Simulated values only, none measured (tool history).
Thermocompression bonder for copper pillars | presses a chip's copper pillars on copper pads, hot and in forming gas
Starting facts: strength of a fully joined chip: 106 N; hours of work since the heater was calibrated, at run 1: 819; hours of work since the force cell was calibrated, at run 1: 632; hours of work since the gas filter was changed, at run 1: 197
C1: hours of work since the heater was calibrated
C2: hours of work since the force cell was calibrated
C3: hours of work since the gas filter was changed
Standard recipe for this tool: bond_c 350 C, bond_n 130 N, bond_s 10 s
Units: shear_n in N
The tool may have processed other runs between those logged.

run 1 hour=0.0 | bond_c=350 bond_n=130 bond_s=10 | C1=819 C2=632 C3=197 | shear_n=57.1
run 2 hour=89.2 | bond_c=350 bond_n=130 bond_s=10 | C1=881 C2=694 C3=259 | shear_n=57.4
run 3 hour=189.5 | bond_c=350 bond_n=130 bond_s=10 | C1=951 C2=764 C3=329 | shear_n=57.1
run 4 hour=247.1 | bond_c=350 bond_n=130 bond_s=10 | C1=991 C2=804 C3=369 | shear_n=58.2
run 5 hour=318.8 | bond_c=350 bond_n=130 bond_s=10 | C1=1041 C2=854 C3=419 | shear_n=56.8
-- hour=409.6 forming gas filter changed
run 6 hour=414.0 | bond_c=350 bond_n=130 bond_s=10 | C1=1107 C2=920 C3=3 | shear_n=57.6
run 7 hour=465.6 | bond_c=350 bond_n=130 bond_s=10 | C1=1142 C2=956 C3=39 | shear_n=58.6
run 8 hour=516.0 | bond_c=350 bond_n=130 bond_s=10 | C1=1177 C2=991 C3=74 | shear_n=57.5
run 9 hour=579.9 | bond_c=350 bond_n=130 bond_s=10 | C1=1222 C2=1035 C3=118 | shear_n=58.5
run 10 hour=674.7 | bond_c=350 bond_n=158 bond_s=10 | C1=1288 C2=1101 C3=184 | shear_n=69.3
run 11 hour=730.8 | bond_c=350 bond_n=158 bond_s=10 | C1=1327 C2=1140 C3=223 | shear_n=68.4
run 12 hour=792.4 | bond_c=350 bond_n=119 bond_s=14 | C1=1370 C2=1183 C3=266 | shear_n=58.8
run 13 hour=880.6 | bond_c=350 bond_n=119 bond_s=14 | C1=1431 C2=1244 C3=328 | shear_n=58.1
run 14 hour=968.9 | bond_c=349 bond_n=101 bond_s=6 | C1=1493 C2=1306 C3=389 | shear_n=36.3
run 15 hour=1034.8 | bond_c=358 bond_n=103 bond_s=10 | C1=1538 C2=1351 C3=435 | shear_n=48.0
-- hour=1103.4 forming gas filter changed
run 16 hour=1113.9 | bond_c=358 bond_n=103 bond_s=10 | C1=1593 C2=1406 C3=7 | shear_n=48.7
run 17 hour=1206.4 | bond_c=328 bond_n=103 bond_s=10 | C1=1657 C2=1470 C3=72 | shear_n=37.9
run 18 hour=1255.1 | bond_c=338 bond_n=120 bond_s=10 | C1=1691 C2=1504 C3=105 | shear_n=48.6
run 19 hour=1298.4 | bond_c=338 bond_n=97 bond_s=8 | C1=1721 C2=1534 C3=136 | shear_n=34.7
-- hour=1351.0 heater calibrated with a thermocouple chip
run 20 hour=1381.7 | bond_c=338 bond_n=97 bond_s=8 | C1=21 C2=1591 C3=192 | shear_n=34.5
run 21 hour=1474.6 | bond_c=376 bond_n=139 bond_s=13 | C1=86 C2=1656 C3=257 | shear_n=77.8

Across each entry between runs, compare the hidden state at the last listed run before it with the hidden state at the first listed run after it:
After run 5, before run 6: forming gas filter changed (hour 409.6)
  force that reaches the chip, % of what is set: 100.2 -> 100.3; oxide that the forming gas leaves, % of the face: 1.06 -> 0.51
After run 15, before run 16: forming gas filter changed (hour 1103.4)
  oxide that the forming gas leaves, % of the face: 1.12 -> 0.52
After run 19, before run 20: heater calibrated with a thermocouple chip (hour 1351.0)
  true temperature of the bond over the reading, C: -0.5 -> 0; oxide that the forming gas leaves, % of the face: 0.7 -> 0.78
